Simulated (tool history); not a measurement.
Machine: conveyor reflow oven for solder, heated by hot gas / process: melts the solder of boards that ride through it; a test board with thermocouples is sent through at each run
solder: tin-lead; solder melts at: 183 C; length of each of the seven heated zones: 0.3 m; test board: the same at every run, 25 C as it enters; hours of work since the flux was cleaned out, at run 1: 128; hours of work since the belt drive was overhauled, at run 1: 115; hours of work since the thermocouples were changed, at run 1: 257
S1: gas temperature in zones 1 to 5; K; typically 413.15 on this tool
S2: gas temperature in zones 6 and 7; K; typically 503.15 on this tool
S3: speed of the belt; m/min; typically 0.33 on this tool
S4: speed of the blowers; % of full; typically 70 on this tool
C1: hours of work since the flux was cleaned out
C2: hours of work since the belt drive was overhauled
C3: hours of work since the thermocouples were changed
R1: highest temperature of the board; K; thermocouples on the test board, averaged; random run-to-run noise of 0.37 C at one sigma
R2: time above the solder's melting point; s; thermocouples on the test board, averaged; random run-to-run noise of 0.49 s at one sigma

{"run": 1, "hour": 0.0, "S1": 413.15, "S2": 503.15, "S3": 0.33, "S4": 70, "C1": 128, "C2": 115, "C3": 257, "R1": 485.75, "R2": 76.7}
{"run": 2, "hour": 34.9, "S1": 413.15, "S2": 503.15, "S3": 0.33, "S4": 70, "C1": 148, "C2": 135, "C3": 276, "R1": 485.55, "R2": 77.1}
{"run": 3, "hour": 89.5, "S1": 413.15, "S2": 503.15, "S3": 0.33, "S4": 70, "C1": 178, "C2": 165, "C3": 306, "R1": 485.85, "R2": 76}
{"run": 4, "hour": 120.0, "S1": 413.15, "S2": 504.15, "S3": 0.33, "S4": 70, "C1": 195, "C2": 182, "C3": 323, "R1": 485.65, "R2": 77.4}
{"run": 5, "hour": 149.1, "S1": 413.15, "S2": 504.15, "S3": 0.33, "S4": 70, "C1": 211, "C2": 198, "C3": 339, "R1": 486.45, "R2": 76.7}
{"run": 6, "hour": 208.6, "S1": 413.15, "S2": 503.15, "S3": 0.33, "S4": 52, "C1": 244, "C2": 231, "C3": 372, "R1": 478.65, "R2": 63.6}
{"run": 7, "hour": 254.8, "S1": 413.15, "S2": 503.15, "S3": 0.33, "S4": 70, "C1": 270, "C2": 257, "C3": 398, "R1": 484.85, "R2": 75.3}
{"run": 8, "hour": 282.1, "S1": 413.15, "S2": 517.15, "S3": 0.33, "S4": 70, "C1": 285, "C2": 272, "C3": 413, "R1": 496.35, "R2": 88}
{"run": 9, "hour": 311.9, "S1": 416.15, "S2": 517.15, "S3": 0.33, "S4": 70, "C1": 301, "C2": 288, "C3": 430, "R1": 496.25, "R2": 91.6}
{"run": 10, "hour": 358.8, "S1": 413.15, "S2": 503.15, "S3": 0.33, "S4": 70, "C1": 327, "C2": 314, "C3": 456, "R1": 484.35, "R2": 74.5}
{"run": 11, "hour": 397.9, "S1": 413.15, "S2": 503.15, "S3": 0.33, "S4": 83, "C1": 349, "C2": 336, "C3": 477, "R1": 487.45, "R2": 79.1}
{"run": 12, "hour": 459.4, "S1": 413.15, "S2": 518.15, "S3": 0.33, "S4": 70, "C1": 383, "C2": 370, "C3": 511, "R1": 496.65, "R2": 88.9}
{"run": 13, "hour": 496.6, "S1": 413.15, "S2": 518.15, "S3": 0.33, "S4": 70, "C1": 404, "C2": 391, "C3": 532, "R1": 496.65, "R2": 89.6}
{"run": 14, "hour": 531.5, "S1": 413.15, "S2": 518.15, "S3": 0.33, "S4": 70, "C1": 423, "C2": 410, "C3": 551, "R1": 496.15, "R2": 87.5}
{"run": 15, "hour": 567.7, "S1": 413.15, "S2": 518.15, "S3": 0.33, "S4": 70, "C1": 443, "C2": 430, "C3": 572, "R1": 495.75, "R2": 88.6}
{"hour": 603.4, "done": "flux residue cleaned out of gas plates and filters"}
{"run": 16, "hour": 631.8, "S1": 413.15, "S2": 503.15, "S3": 0.33, "S4": 70, "C1": 16, "C2": 463, "C3": 604, "R1": 487.45, "R2": 79.9}
{"run": 17, "hour": 666.2, "S1": 413.15, "S2": 503.15, "S3": 0.33, "S4": 70, "C1": 35, "C2": 482, "C3": 623, "R1": 486.85, "R2": 79.4}
{"run": 18, "hour": 702.0, "S1": 406.15, "S2": 496.15, "S3": 0.263, "S4": 51, "C1": 55, "C2": 502, "C3": 643, "R1": 480.85, "R2": 85.3}
{"run": 19, "hour": 739.9, "S1": 406.15, "S2": 496.15, "S3": 0.263, "S4": 51, "C1": 76, "C2": 523, "C3": 664, "R1": 480.35, "R2": 85.8}
{"run": 20, "hour": 775.7, "S1": 406.15, "S2": 496.15, "S3": 0.263, "S4": 51, "C1": 96, "C2": 543, "C3": 684, "R1": 480.95, "R2": 85.7}
{"run": 21, "hour": 821.1, "S1": 413.15, "S2": 503.15, "S3": 0.327, "S4": 73, "C1": 121, "C2": 568, "C3": 709, "R1": 487.75, "R2": 81.6}
{"run": 22, "hour": 847.9, "S1": 413.15, "S2": 506.15, "S3": 0.327, "S4": 73, "C1": 136, "C2": 583, "C3": 724, "R1": 491.25, "R2": 84.4}
{"run": 23, "hour": 881.4, "S1": 402.15, "S2": 506.15, "S3": 0.327, "S4": 81, "C1": 154, "C2": 601, "C3": 743, "R1": 490.45, "R2": 80.1}
{"run": 24, "hour": 933.7, "S1": 402.15, "S2": 506.15, "S3": 0.327, "S4": 81, "C1": 183, "C2": 630, "C3": 772, "R1": 490.15, "R2": 79.9}
{"hour": 983.7, "done": "thermocouples of zones 6 and 7 changed"}
{"run": 25, "hour": 983.7, "S1": 402.15, "S2": 506.15, "S3": 0.327, "S4": 81, "C1": 210, "C2": 657, "C3": 0, "R1": 489.55, "R2": 78.5}

What will run 26 give?
{"run": 26, "hour": 1020.3, "S1": 403.15, "S2": 503.15, "S3": 0.328, "S4": 53, "C1": 230, "C2": 677, "C3": 20, "R1": "?", "R2": "?"}

For run 26 the tool returned R1 476.95 K, R2 56.4 s.
Take away the tool's hidden state, keep the run-to-run variation as it was, and the same run would have given R1 478.35 K, R2 58.3 s.
